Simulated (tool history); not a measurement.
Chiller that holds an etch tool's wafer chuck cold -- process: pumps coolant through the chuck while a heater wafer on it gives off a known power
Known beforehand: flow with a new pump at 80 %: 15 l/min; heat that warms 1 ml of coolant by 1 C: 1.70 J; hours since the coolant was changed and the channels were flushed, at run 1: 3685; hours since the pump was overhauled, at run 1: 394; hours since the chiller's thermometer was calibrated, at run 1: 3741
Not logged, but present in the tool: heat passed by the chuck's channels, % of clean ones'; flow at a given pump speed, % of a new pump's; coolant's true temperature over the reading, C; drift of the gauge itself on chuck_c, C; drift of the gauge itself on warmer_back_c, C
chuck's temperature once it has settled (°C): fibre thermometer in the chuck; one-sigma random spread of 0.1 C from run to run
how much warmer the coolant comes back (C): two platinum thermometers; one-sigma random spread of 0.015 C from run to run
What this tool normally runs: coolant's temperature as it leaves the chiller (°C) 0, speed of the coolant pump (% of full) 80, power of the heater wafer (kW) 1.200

| run | day | coolant's temperature as it leaves the chiller (°C) | speed of the coolant pump (% of full) | power of the heater wafer (kW) | hours since the coolant was changed and the channels were flushed | hours since the pump was overhauled | hours since the chiller's thermometer was calibrated | chuck's temperature once it has settled (°C) | how much warmer the coolant comes back (C) |
|---|---|---|---|---|---|---|---|---|---|
| 1 | 0.000 | 0 | 80 | 1.200 | 3685 | 394 | 3741 | 7.5 | 2.83 |
| 2 | 1.458 | 8 | 80 | 1.200 | 3720 | 429 | 3776 | 15.3 | 2.82 |
| 3 | 2.533 | 8 | 80 | 1.200 | 3746 | 455 | 3802 | 15.3 | 2.84 |
| 4 | 3.875 | 8 | 80 | 1.200 | 3778 | 487 | 3834 | 15.2 | 2.87 |
| 5 | 4.479 | -6 | 80 | 1.200 | 3793 | 502 | 3849 | 1.5 | 2.86 |
| 6 | 5.783 | 0 | 80 | 1.200 | 3824 | 533 | 3880 | 7.6 | 2.86 |
| 7 | 6.392 | 0 | 80 | 1.200 | 3839 | 548 | 3895 | 7.6 | 2.87 |
| 8 | 7.300 | 0 | 80 | 1.200 | 3860 | 570 | 3916 | 7.4 | 2.89 |
| 9 | 8.654 | 0 | 80 | 1.200 | 3893 | 602 | 3949 | 7.6 | 2.90 |
| 10 | 9.900 | 0 | 80 | 1.200 | 3923 | 632 | 3979 | 7.5 | 2.90 |
| 11 | 10.942 | 0 | 80 | 1.245 | 3948 | 657 | 4004 | 7.7 | 3.01 |
| 12 | 11.971 | 0 | 80 | 1.245 | 3973 | 682 | 4028 | 7.8 | 3.03 |
| 13 | 12.629 | 0 | 80 | 1.245 | 3988 | 697 | 4044 | 7.8 | 3.02 |
| 14 | 14.004 | 0 | 80 | 1.245 | 4021 | 730 | 4077 | 7.9 | 3.03 |
| 15 | 14.783 | 0 | 80 | 1.245 | 4040 | 749 | 4096 | 7.8 | 3.03 |
| 16 | 15.833 | -7 | 95 | 1.777 | 4065 | 774 | 4121 | 2.5 | 3.67 |
| 17 | 16.600 | -7 | 95 | 1.777 | 4084 | 793 | 4140 | 2.5 | 3.67 |
| 18 | 17.575 | -7 | 95 | 1.777 | 4107 | 816 | 4163 | 2.6 | 3.67 |
| 19 | 18.471 | 0 | 67 | 1.200 | 4129 | 838 | 4184 | 8.6 | 3.52 |
| 20 | 19.350 | 0 | 67 | 1.200 | 4150 | 859 | 4206 | 8.8 | 3.52 |

Difference, measured minus no-hidden-state, one row per run. Run-to-run variation is common to both terms; the gauge's own scatter need not be:
| run | how much warmer the coolant comes back (C) |
|---|---|
| 1 | +0.00 |
| 2 | +0.01 |
| 3 | +0.02 |
| 4 | +0.03 |
| 5 | +0.04 |
| 6 | +0.05 |
| 7 | +0.05 |
| 8 | +0.06 |
| 9 | +0.08 |
| 10 | +0.08 |
| 11 | +0.09 |
| 12 | +0.10 |
| 13 | +0.11 |
| 14 | +0.12 |
| 15 | +0.12 |
| 16 | +0.13 |
| 17 | +0.13 |
| 18 | +0.15 |
| 19 | +0.16 |
| 20 | +0.16 |
chuck's temperature once it has settled (°C): differs from the measured result by no more than 0.1 in any run.
